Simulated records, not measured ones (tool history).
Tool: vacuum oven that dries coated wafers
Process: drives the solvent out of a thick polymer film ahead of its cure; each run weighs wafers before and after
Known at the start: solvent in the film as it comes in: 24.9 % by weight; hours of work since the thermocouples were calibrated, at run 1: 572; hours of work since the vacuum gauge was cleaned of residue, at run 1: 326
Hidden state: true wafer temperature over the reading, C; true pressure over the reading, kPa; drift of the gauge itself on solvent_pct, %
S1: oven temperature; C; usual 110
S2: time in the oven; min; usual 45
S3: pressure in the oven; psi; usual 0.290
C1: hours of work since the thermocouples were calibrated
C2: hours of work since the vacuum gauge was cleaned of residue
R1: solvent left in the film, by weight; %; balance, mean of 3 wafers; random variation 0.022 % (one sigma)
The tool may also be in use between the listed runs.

run     day   S1  S2     S3   C1   C2     R1
  1   0.000  110  45  0.290  572  326   2.30
  2   0.862  110  45  0.290  581  334   2.27
  3   1.408  110  45  0.290  586  340   2.26
  4   2.167  110  45  0.290  594  347   2.28
  5   2.758  110  45  0.290  599  353   2.29
  6   3.408  110  45  0.290  606  360   2.29
  7   3.779  110  54  0.290  610  363   1.66
  8   4.329  110  45  0.290  615  369   2.30
  9   4.754  110  45  0.290  619  373   2.32
 10   5.358  110  43  0.290  625  379   2.55
 11   6.117  110  43  0.290  633  386   2.51
 12   6.946  110  45  0.290  641  395   2.30
 13   7.467  110  45  0.290  646  400   2.32
 14   8.267  110  39  0.290  654  408   2.99
 15   9.125  110  39  0.290  662  416   2.95
 16   9.800  110  73  0.290  669  423   0.99
 17  10.250  110  45  0.290  674  427   2.35
 18  11.117  110  69  0.290  682  436   1.10
 19  11.617  110  69  0.290  687  441   1.08
 20  12.383  110  45  1.111  695  448   3.84
 21  13.296  110  45  1.111  704  458   3.87
 22  13.821  110  45  0.754  709  463   3.23
 23  14.504  110  45  0.754  716  469   3.21
 24  14.904  101  24  0.290  720  473  10.05
     15.008  -- vacuum gauge cleaned of residue and calibrated
 25  15.633  121  24  0.857  726    6   2.89
 26  16.033   97  50  0.203  730   10   6.59
 27  16.554  105  62  0.360  735   15   2.55
 28  17.329  105  62  0.360  743   23   2.57
 29  18.000  110  45  0.278  750   30   2.35
 30  18.388  110  45  0.278  754   33   2.35
     18.504  -- vacuum gauge cleaned of residue and calibrated, once more
 31  19.062  104  45  0.290  760    5   4.32
 32  19.638  104  45  0.290  765   11   4.28
 33  20.512  104  45  0.290  774   20   4.30
 34  21.025  104  65  0.155  779   25   2.12
 35  21.900  104  41  0.528  788   34   5.36
 36  22.558   99  28  0.328  794   40   9.91
 37  23.229   97  43  0.551  801   47   8.45
 38  24.117   97  43  0.551  810   56   8.33
 39  24.650  121  29  0.389  815   61   1.53
 40  25.462  120  41  0.818  823   69   1.56
     25.775  -- oven's thermocouples calibrated
 41  26.238  113  41  0.603    5   76   2.38
 42  26.892  107  45  0.290   11   82   3.13
 43  27.404  106  42  0.149   16   87   3.55
 44  28.017  106  42  0.149   22   93   3.64
 45  28.729  102  42  0.149   29  100   5.19
 46  29.388  110  78  0.145   36  107   0.59

5 ways to go on from here, each from the tool as it stands after run 46. What would each give?
  A  30.233  110  78  0.157  44  115   ?
  B  30.233  114  55  0.519  44  115   ?
  C  30.233  117  60  0.235  44  115   ?
  D  30.233  113  78  0.937  44  115   ?
  E  30.233  123  68  0.406  44  115   ?

run    R1
  A  0.59
  B  1.31
  C  0.50
  D  1.80
  E  0.54
Without the tool's hidden state the same runs would have given:
run    R1
  A  0.58
  B  1.30
  C  0.49
  D  1.80
  E  0.53

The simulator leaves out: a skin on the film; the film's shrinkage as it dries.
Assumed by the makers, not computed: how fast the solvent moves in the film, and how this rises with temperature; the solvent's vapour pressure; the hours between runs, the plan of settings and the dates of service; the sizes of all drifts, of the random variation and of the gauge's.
